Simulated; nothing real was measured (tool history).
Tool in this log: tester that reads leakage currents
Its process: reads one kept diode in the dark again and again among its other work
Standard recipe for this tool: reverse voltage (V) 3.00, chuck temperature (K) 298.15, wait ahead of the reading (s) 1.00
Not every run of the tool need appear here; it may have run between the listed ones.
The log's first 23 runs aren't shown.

run,day,reverse voltage (V),chuck temperature (K),wait ahead of the reading (s),hours of work since the probe card was cleaned,hours of work since the tester was calibrated,hours of work since the chuck was calibrated,current that the tester gives (pA)
24,34.638,2.88,330.15,5.13,2088,1231,328,252.47
25,35.783,16.18,299.15,1.29,2108,1251,347,62.48
26,37.579,16.18,299.15,1.29,2138,1281,378,62.91
27,39.158,18.54,294.15,0.61,2165,1308,405,50.35
28,40.321,2.82,324.15,1.00,2185,1328,424,159.90
29,41.667,2.71,324.15,1.88,2208,1350,447,155.87
30,42.762,2.71,324.15,1.88,2226,1369,466,155.05
31,44.708,2.71,324.15,1.88,2259,1402,499,154.54
32,46.083,2.71,324.15,1.88,2282,1425,522,154.52
33,47.729,3.87,311.15,0.38,2310,1453,550,71.09
34,48.983,3.87,299.15,0.38,2332,1475,571,27.89
35,50.600,9.18,298.15,0.94,2359,1502,599,40.80

5 ways to go on from here, each from the tool as it stands after run 35. What would each give?
A,52.283,11.80,298.15,3.07,2388,1530,627,?
B,52.283,3.00,298.15,0.42,2388,1530,627,?
C,52.283,3.15,299.15,0.94,2388,1530,627,?
D,52.283,6.94,296.15,0.92,2388,1530,627,?
E,52.283,3.96,298.15,1.00,2388,1530,627,?

run,current that the tester gives (pA)
A,45.25
B,21.64
C,23.10
D,29.29
E,24.46
With no hidden state in the tool, these same runs would have given:
run,current that the tester gives (pA)
A,46.36
B,22.57
C,24.18
D,30.06
E,25.48

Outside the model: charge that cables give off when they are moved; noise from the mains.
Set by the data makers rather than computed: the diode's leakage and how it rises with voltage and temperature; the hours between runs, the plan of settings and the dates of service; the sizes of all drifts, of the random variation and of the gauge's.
